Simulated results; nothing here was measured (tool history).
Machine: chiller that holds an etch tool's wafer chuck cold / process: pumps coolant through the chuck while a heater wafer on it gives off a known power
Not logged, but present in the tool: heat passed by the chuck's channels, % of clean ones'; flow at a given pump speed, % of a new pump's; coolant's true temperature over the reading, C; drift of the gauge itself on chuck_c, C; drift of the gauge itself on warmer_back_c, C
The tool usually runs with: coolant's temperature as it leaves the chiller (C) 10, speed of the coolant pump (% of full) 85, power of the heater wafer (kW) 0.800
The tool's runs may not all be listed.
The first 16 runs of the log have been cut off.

run,day,coolant's temperature as it leaves the chiller (C),speed of the coolant pump (% of full),power of the heater wafer (kW),hours since the coolant was changed and the channels were flushed,hours since the pump was overhauled,hours since the chiller's thermometer was calibrated,chuck's temperature once it has settled (C),how much warmer the coolant comes back (C)
17,47.550,13,85,0.800,570,4558,1545,19.32,2.64
18,49.767,10,85,0.784,623,4611,1598,16.06,2.60
19,53.258,10,64,0.411,707,4695,1682,14.22,1.86
20,57.521,14,65,0.627,809,4797,1784,20.44,2.78
21,61.417,7,85,0.711,903,4891,1878,12.49,2.33
22,64.642,17,82,0.520,980,4968,1955,21.27,1.79
23,66.508,14,69,0.529,1025,5013,2000,19.05,2.19
24,70.121,14,69,0.529,1112,5100,2087,19.09,2.19
25,72.638,14,69,0.529,1172,5160,2147,19.01,2.19
26,75.688,10,90,0.678,1245,5233,2220,15.12,2.10
27,77.729,10,90,0.678,1294,5282,2269,15.04,2.11
28,81.429,12,90,0.442,1383,5371,2358,15.04,1.37
29,85.317,1,85,0.800,1476,5465,2452,7.40,2.64
30,89.212,0,100,0.810,1570,5558,2545,5.53,2.23
31,93.383,2,86,0.687,1670,5658,2645,7.42,2.27
32,97.596,2,86,0.687,1771,5759,2746,7.26,2.27

Branching from run 32: 4 alternative next runs. What would each branch give?
A,100.629,3,85,0.800,1844,5832,2819,?,?
B,100.629,13,93,0.540,1844,5832,2819,?,?
C,100.629,7,85,0.800,1844,5832,2819,?,?
D,100.629,1,88,0.800,1844,5832,2819,?,?

run,chuck's temperature once it has settled (C),how much warmer the coolant comes back (C)
A,9.45,2.64
B,16.97,1.64
C,13.34,2.65
D,7.26,2.55
Without the tool's hidden state the same runs would have given:
run,chuck's temperature once it has settled (C),how much warmer the coolant comes back (C)
A,8.88,2.46
B,16.67,1.53
C,12.77,2.48
D,6.72,2.38
